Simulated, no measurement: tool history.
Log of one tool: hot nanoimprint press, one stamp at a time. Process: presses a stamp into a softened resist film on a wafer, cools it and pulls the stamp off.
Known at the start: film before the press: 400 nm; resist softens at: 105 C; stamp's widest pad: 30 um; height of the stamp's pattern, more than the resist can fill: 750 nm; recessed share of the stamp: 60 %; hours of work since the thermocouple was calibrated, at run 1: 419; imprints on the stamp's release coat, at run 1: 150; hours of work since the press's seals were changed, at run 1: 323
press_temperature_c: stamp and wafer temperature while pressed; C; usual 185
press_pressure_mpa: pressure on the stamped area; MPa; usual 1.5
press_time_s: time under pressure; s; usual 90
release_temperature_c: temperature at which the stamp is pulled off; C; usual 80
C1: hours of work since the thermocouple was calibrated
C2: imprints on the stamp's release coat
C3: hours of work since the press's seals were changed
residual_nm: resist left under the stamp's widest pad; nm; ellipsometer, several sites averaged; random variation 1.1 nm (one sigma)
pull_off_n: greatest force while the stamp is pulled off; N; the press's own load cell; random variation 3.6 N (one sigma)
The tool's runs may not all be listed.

Run 1, hour 0: usual settings; C1 419; C2 150; C3 323. Result: residual_nm 161.5 nm, pull_off_n 178 N.
Run 2, hour 22.2: usual settings but press_time_s 48 s; C1 429; C2 215; C3 333. Result: residual_nm 203.9 nm, pull_off_n 177 N.
Run 3, hour 51.9: usual settings but press_time_s 48 s; C1 442; C2 301; C3 347. Result: residual_nm 205.6 nm, pull_off_n 181 N.
Run 4, hour 70: usual settings but press_time_s 48 s; C1 451; C2 354; C3 355. Result: residual_nm 204.2 nm, pull_off_n 181 N.
Run 5, hour 99.8: usual settings but press_time_s 48 s; C1 464; C2 441; C3 368. Result: residual_nm 205 nm, pull_off_n 177 N.
Run 6, hour 137.1: usual settings but press_pressure_mpa 1.35 MPa, press_time_s 48 s; C1 481; C2 550; C3 385. Result: residual_nm 208.6 nm, pull_off_n 187 N.
Run 7, hour 168.9: usual settings; C1 495; C2 642; C3 399. Result: residual_nm 156 nm, pull_off_n 191 N.
Run 8, hour 195.5: usual settings; C1 507; C2 720; C3 411. Result: residual_nm 159.8 nm, pull_off_n 191 N.
Run 9, hour 225: usual settings; C1 520; C2 806; C3 424. Result: residual_nm 157.5 nm, pull_off_n 192 N.
Run 10, hour 250.1: usual settings; C1 531; C2 879; C3 436. Result: residual_nm 158.9 nm, pull_off_n 192 N.
Run 11, hour 276.1: usual settings but press_time_s 83 s; C1 543; C2 955; C3 447. Result: residual_nm 162.9 nm, pull_off_n 199 N.
Run 12, hour 308.2: usual settings; C1 558; C2 1049; C3 462. Result: residual_nm 157.3 nm, pull_off_n 201 N.
At hour 331.8: plate thermocouple calibrated.
Run 13, hour 333.5: usual settings but press_temperature_c 179 C, press_pressure_mpa 1.06 MPa, press_time_s 50 s, release_temperature_c 79 C; C1 1; C2 1114; C3 472. Result: residual_nm 290.3 nm, pull_off_n 208 N.
Run 14, hour 364.5: usual settings but press_time_s 156 s; C1 15; C2 1204; C3 486. Result: residual_nm 136.5 nm, pull_off_n 211 N.
Run 15, hour 400.3: usual settings but press_temperature_c 184 C, press_pressure_mpa 0.91 MPa, press_time_s 161 s, release_temperature_c 70 C; C1 31; C2 1308; C3 502. Result: residual_nm 171.7 nm, pull_off_n 236 N.
Run 16, hour 418.6: usual settings but press_temperature_c 184 C, press_pressure_mpa 0.91 MPa, press_time_s 161 s, release_temperature_c 70 C; C1 39; C2 1362; C3 510. Result: residual_nm 174.5 nm, pull_off_n 235 N.
Run 17, hour 455.3: usual settings but press_temperature_c 184 C, press_pressure_mpa 0.91 MPa, press_time_s 161 s, release_temperature_c 70 C; C1 55; C2 1469; C3 526. Result: residual_nm 171.5 nm, pull_off_n 233 N.
Run 18, hour 486.8: usual settings but press_pressure_mpa 2.25 MPa, press_time_s 161 s; C1 70; C2 1560; C3 541. Result: residual_nm 112.5 nm, pull_off_n 210 N.
Run 19, hour 522.5: usual settings but press_pressure_mpa 2.25 MPa, press_time_s 161 s; C1 86; C2 1664; C3 557. Result: residual_nm 109.4 nm, pull_off_n 223 N.
Run 20, hour 561.4: usual settings but press_pressure_mpa 2.25 MPa, press_time_s 161 s; C1 103; C2 1778; C3 574. Result: residual_nm 110.1 nm, pull_off_n 226 N.
Run 21, hour 600.5: usual settings but press_pressure_mpa 2.25 MPa, press_time_s 161 s; C1 121; C2 1892; C3 592. Result: residual_nm 109.8 nm, pull_off_n 230 N.
Run 22, hour 634.2: usual settings but press_temperature_c 189 C, press_pressure_mpa 2.25 MPa, press_time_s 53 s; C1 136; C2 1990; C3 607. Result: residual_nm 147.5 nm, pull_off_n 235 N.
At hour 648.6: stamp cleaned and given a new release coat.
Run 23, hour 669.8: usual settings but press_temperature_c 189 C, press_pressure_mpa 2.25 MPa, press_time_s 53 s; C1 149; C2 62; C3 620. Result: residual_nm 147.4 nm, pull_off_n 177 N.

Forecast each of these 5 alternatives for the next run:
Run A, hour 695.6: usual settings but press_time_s 69 s; C1 161; C2 137; C3 632. Result: residual_nm ?, pull_off_n ?.
Run B, hour 695.6: usual settings but press_temperature_c 180 C, press_time_s 143 s, release_temperature_c 74 C; C1 161; C2 137; C3 632. Result: residual_nm ?, pull_off_n ?.
Run C, hour 695.6: usual settings but press_temperature_c 182 C, press_pressure_mpa 1.03 MPa, press_time_s 79 s; C1 161; C2 137; C3 632. Result: residual_nm ?, pull_off_n ?.
Run D, hour 695.6: usual settings but press_temperature_c 177 C, press_pressure_mpa 1.24 MPa, press_time_s 53 s, release_temperature_c 71 C; C1 161; C2 137; C3 632. Result: residual_nm ?, pull_off_n ?.
Run E, hour 695.6: usual settings but press_temperature_c 192 C, press_pressure_mpa 2.25 MPa, press_time_s 154 s; C1 161; C2 137; C3 632. Result: residual_nm ?, pull_off_n ?.

run  residual_nm  pull_off_n
  A        188.2         179
  B        176.6         186
  C        229.8         172
  D        292.6         189
  E           77         179
Without the tool's hidden state the same runs would have given:
run  residual_nm  pull_off_n
  A        190.9         176
  B        179.5         184
  C        233.9         170
  D        296.2         186
  E         77.2         176

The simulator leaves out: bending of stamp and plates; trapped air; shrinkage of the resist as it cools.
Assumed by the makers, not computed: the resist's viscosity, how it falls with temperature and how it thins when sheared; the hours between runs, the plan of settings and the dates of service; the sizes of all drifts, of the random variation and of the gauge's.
